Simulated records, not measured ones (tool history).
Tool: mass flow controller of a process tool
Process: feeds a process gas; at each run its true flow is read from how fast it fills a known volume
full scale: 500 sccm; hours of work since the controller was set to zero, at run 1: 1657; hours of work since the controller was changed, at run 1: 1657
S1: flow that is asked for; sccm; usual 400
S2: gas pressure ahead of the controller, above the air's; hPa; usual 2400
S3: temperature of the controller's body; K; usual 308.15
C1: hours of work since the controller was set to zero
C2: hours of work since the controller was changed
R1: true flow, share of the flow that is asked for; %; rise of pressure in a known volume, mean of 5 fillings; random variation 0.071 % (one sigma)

{"run": 1, "hour": 0.0, "S1": 400, "S2": 2400, "S3": 308.15, "C1": 1657, "C2": 1657, "R1": 100.73}
{"run": 2, "hour": 68.6, "S1": 151, "S2": 2400, "S3": 308.15, "C1": 1681, "C2": 1681, "R1": 99.22}
{"run": 3, "hour": 160.1, "S1": 151, "S2": 2400, "S3": 308.15, "C1": 1714, "C2": 1714, "R1": 99.13}
{"run": 4, "hour": 248.6, "S1": 151, "S2": 2400, "S3": 308.15, "C1": 1745, "C2": 1745, "R1": 99.12}
{"run": 5, "hour": 387.1, "S1": 400, "S2": 2400, "S3": 308.15, "C1": 1794, "C2": 1794, "R1": 100.96}
{"run": 6, "hour": 520.4, "S1": 400, "S2": 2400, "S3": 312.15, "C1": 1841, "C2": 1841, "R1": 101.23}
{"run": 7, "hour": 597.8, "S1": 400, "S2": 1810, "S3": 308.15, "C1": 1869, "C2": 1869, "R1": 100.5}
{"run": 8, "hour": 701.2, "S1": 400, "S2": 1810, "S3": 308.15, "C1": 1905, "C2": 1905, "R1": 100.37}
{"run": 9, "hour": 824.5, "S1": 400, "S2": 1810, "S3": 308.15, "C1": 1949, "C2": 1949, "R1": 100.55}
{"run": 10, "hour": 916.2, "S1": 400, "S2": 2540, "S3": 308.15, "C1": 1982, "C2": 1982, "R1": 100.96}
{"run": 11, "hour": 1019.7, "S1": 400, "S2": 2140, "S3": 308.15, "C1": 2018, "C2": 2018, "R1": 100.51}
{"run": 12, "hour": 1126.7, "S1": 400, "S2": 2140, "S3": 308.15, "C1": 2056, "C2": 2056, "R1": 100.52}
{"run": 13, "hour": 1198.1, "S1": 400, "S2": 2140, "S3": 308.15, "C1": 2082, "C2": 2082, "R1": 100.66}
{"run": 14, "hour": 1280.1, "S1": 400, "S2": 2140, "S3": 308.15, "C1": 2111, "C2": 2111, "R1": 100.71}
{"run": 15, "hour": 1347.5, "S1": 400, "S2": 2400, "S3": 308.15, "C1": 2135, "C2": 2135, "R1": 100.95}
{"run": 16, "hour": 1426.2, "S1": 400, "S2": 2400, "S3": 308.15, "C1": 2162, "C2": 2162, "R1": 100.76}
{"run": 17, "hour": 1485.4, "S1": 145, "S2": 2260, "S3": 300.15, "C1": 2183, "C2": 2183, "R1": 98.28}
{"run": 18, "hour": 1544.5, "S1": 288, "S2": 2400, "S3": 308.15, "C1": 2204, "C2": 2204, "R1": 100.16}
{"run": 19, "hour": 1681.0, "S1": 408, "S2": 1590, "S3": 295.15, "C1": 2253, "C2": 2253, "R1": 99.05}
{"run": 20, "hour": 1768.6, "S1": 246, "S2": 1580, "S3": 295.15, "C1": 2284, "C2": 2284, "R1": 97.99}
{"run": 21, "hour": 1872.7, "S1": 246, "S2": 1580, "S3": 295.15, "C1": 2321, "C2": 2321, "R1": 98.12}
{"run": 22, "hour": 2002.0, "S1": 246, "S2": 1580, "S3": 295.15, "C1": 2367, "C2": 2367, "R1": 98.08}
{"run": 23, "hour": 2112.9, "S1": 400, "S2": 1800, "S3": 294.15, "C1": 2406, "C2": 2406, "R1": 99.08}
{"run": 24, "hour": 2213.1, "S1": 400, "S2": 2400, "S3": 302.15, "C1": 2441, "C2": 2441, "R1": 100.17}
{"run": 25, "hour": 2345.3, "S1": 332, "S2": 1860, "S3": 309.15, "C1": 2488, "C2": 2488, "R1": 100.25}
{"run": 26, "hour": 2473.0, "S1": 300, "S2": 1470, "S3": 312.15, "C1": 2534, "C2": 2534, "R1": 99.96}
{"run": 27, "hour": 2607.9, "S1": 181, "S2": 1960, "S3": 312.15, "C1": 2581, "C2": 2581, "R1": 99.16}
{"run": 28, "hour": 2727.1, "S1": 181, "S2": 1960, "S3": 312.15, "C1": 2624, "C2": 2624, "R1": 99.34}
{"run": 29, "hour": 2789.0, "S1": 400, "S2": 2190, "S3": 296.15, "C1": 2646, "C2": 2646, "R1": 99.63}

5 ways to go on from here, each from the tool as it stands after run 29. What would each give?
{"run": "A", "hour": 2913.8, "S1": 400, "S2": 2190, "S3": 304.15, "C1": 2690, "C2": 2690, "R1": "?"}
{"run": "B", "hour": 2913.8, "S1": 400, "S2": 1790, "S3": 310.15, "C1": 2690, "C2": 2690, "R1": "?"}
{"run": "C", "hour": 2913.8, "S1": 183, "S2": 1550, "S3": 309.15, "C1": 2690, "C2": 2690, "R1": "?"}
{"run": "D", "hour": 2913.8, "S1": 53, "S2": 2200, "S3": 296.15, "C1": 2690, "C2": 2690, "R1": "?"}
{"run": "E", "hour": 2913.8, "S1": 400, "S2": 1560, "S3": 308.15, "C1": 2690, "C2": 2690, "R1": "?"}

run=A R1=100.26
run=B R1=100.63
run=C R1=98.75
run=D R1=96.01
run=E R1=100.27
Without the tool's hidden state the same runs would have given:
run=A R1=100.09
run=B R1=100.46
run=C R1=98.9
run=D R1=97.58
run=E R1=100.11
